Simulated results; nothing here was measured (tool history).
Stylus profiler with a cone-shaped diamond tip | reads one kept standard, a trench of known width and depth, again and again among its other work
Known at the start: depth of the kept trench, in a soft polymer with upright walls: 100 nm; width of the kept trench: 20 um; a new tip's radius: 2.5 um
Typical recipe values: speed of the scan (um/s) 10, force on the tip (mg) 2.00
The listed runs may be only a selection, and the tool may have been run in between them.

run   hour  speed of the scan (um/s)  force on the tip (mg)  depth of the trench (Å)  width of the trench's floor (nm)
  1    0.0                        10                   2.00                   1009.2                             18530
  2   13.8                        10                   2.00                   1009.5                             18600
  3   32.3                        10                   2.00                   1008.6                             18520
  4   44.1                        10                   2.00                   1009.9                             18570
  5   54.7                        10                   2.00                   1009.9                             18560
  6   72.1                         2                   2.00                   1009.8                             18570
  7   84.8                        10                   5.93                   1019.1                             18570
  8  102.2                        10                   2.69                   1010.0                             18490
  9  121.4                        10                   2.00                   1009.0                             18520
 10  135.8                        10                   2.00                   1008.5                             18530
 11  153.2                        10                   2.00                   1010.3                             18580
 12  162.8                        10                   2.00                   1009.9                             18520
 13  173.3                        22                   2.95                   1013.0                             18520
 14  182.4                        22                   2.95                   1012.4                             18520

For run 15, what comes out?
 15  192.4                        22                   2.95                        ?                                 ?

Run 15 produced depth of the trench (Å) 1011.2, width of the trench's floor (nm) 18490.
Without the tool's hidden state the same run would have given depth of the trench (Å) 1011.4, width of the trench's floor (nm) 18530.
